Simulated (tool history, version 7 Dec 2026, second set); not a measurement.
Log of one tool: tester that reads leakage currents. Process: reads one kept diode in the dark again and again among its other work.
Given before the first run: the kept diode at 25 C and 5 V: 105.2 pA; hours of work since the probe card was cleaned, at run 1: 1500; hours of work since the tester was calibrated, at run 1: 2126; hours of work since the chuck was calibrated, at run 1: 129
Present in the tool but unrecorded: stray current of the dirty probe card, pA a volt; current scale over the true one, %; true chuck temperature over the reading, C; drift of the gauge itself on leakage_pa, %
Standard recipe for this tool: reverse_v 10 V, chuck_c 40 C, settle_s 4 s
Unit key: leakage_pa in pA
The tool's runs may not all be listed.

run    hour  reverse_v  chuck_c  settle_s  hours of work since the probe card was cleaned  hours of work since the tester was calibrated  hours of work since the chuck was calibrated  leakage_pa
  1       0         10       40         4                                            1500                                           2126                                           129      523.88
  2    46.5         10       40         4                                            1533                                           2159                                           163      527.65
  3      92         10       40         4                                            1566                                           2192                                           196      525.84
  4   136.6        3.4       40         4                                            1598                                           2224                                           228      305.92
  5   190.4        3.4       40         4                                            1637                                           2263                                           267      305.51
  6   235.3         10       21         4                                            1669                                           2295                                           299      105.27
  7   272.7         10       21         4                                            1696                                           2322                                           326      105.68
  8   334.2         10       21         4                                            1741                                           2367                                           370       105.1
  9   371.8         10       21         4                                            1768                                           2394                                           398      105.41
 10   411.6         10       21         4                                            1797                                           2423                                           426       106.1
      419.1  -- tester calibrated
 11     452        2.1       40         4                                            1824                                             24                                           454      238.97
 12   507.7        2.1       28         4                                            1865                                             64                                           494       88.61
 13   547.3        2.1       28         4                                            1893                                             93                                           523       88.48
 14     574        2.1       28         4                                            1912                                            112                                           542        88.3
 15   604.1         10       40         4                                            1934                                            134                                           564      522.21
 16   659.2         10       40         4                                            1974                                            173                                           604      526.62
 17   710.7          4       40         4                                            2011                                            210                                           641      332.85
 18   769.6         10       40         4                                            2054                                            253                                           683       527.4
 19   826.3         10       40         4                                            2095                                            294                                           724      521.97
 20     890         10       31         4                                            2141                                            340                                           770      250.07
 21   920.4         10       31         4                                            2162                                            362                                           792      250.67
 22   948.1         10       21      0.62                                            2182                                            382                                           812      107.28
 23   993.4        3.1       40       1.6                                            2215                                            415                                           845      290.07
 24    1030          1       42      3.55                                            2242                                            441                                           871      193.11
 25  1090.8         10       48         4                                            2285                                            485                                           915      977.79
 26  1130.7        7.9       53      4.54                                            2314                                            514                                           944     1257.45
 27  1189.7        3.5       25      1.21                                            2357                                            556                                           987       88.73
 28  1240.2        3.5       44      0.62                                            2393                                            593                                          1023      423.18
 29  1285.5        1.1       24      8.96                                            2426                                            625                                          1056       44.83
 30  1324.1         10       42         4                                            2454                                            653                                          1083      613.52
 31  1377.6        2.5       37       4.3                                            2492                                            692                                          1122      205.04
 32  1438.2        1.9       26       4.3                                            2536                                            736                                          1166       70.69
 33  1466.2        2.4       25         4                                            2556                                            756                                          1186       72.75
 34  1493.7        7.3       49      0.49                                            2576                                            776                                          1206       903.3
 35  1544.5        1.1       49      0.49                                            2613                                            812                                          1243      345.31
 36  1574.6        1.1       49      0.49                                            2635                                            834                                          1264      347.55
 37  1611.4       10.2       34      0.49                                            2661                                            861                                          1291         330
 38  1672.5       10.2       33      6.93                                            2705                                            905                                          1335      297.64
 39  1727.6        4.4       41         4                                            2745                                            944                                          1375      375.99

What if the next run were any one of these 3? Each begins from the tool's condition after run 39:
  A  1788.4        2.5       41         4                                            2789                                            988                                          1419           ?
  B  1788.4        4.4       34         4                                            2789                                            988                                          1419           ?
  C  1788.4         10       40      0.51                                            2789                                            988                                          1419           ?

run  leakage_pa
  A      281.97
  B      212.63
  C      529.26
With the hidden condition removed and each run's random variation left untouched, the same runs would have given:
run  leakage_pa
  A      282.39
  B      212.88
  C      529.87
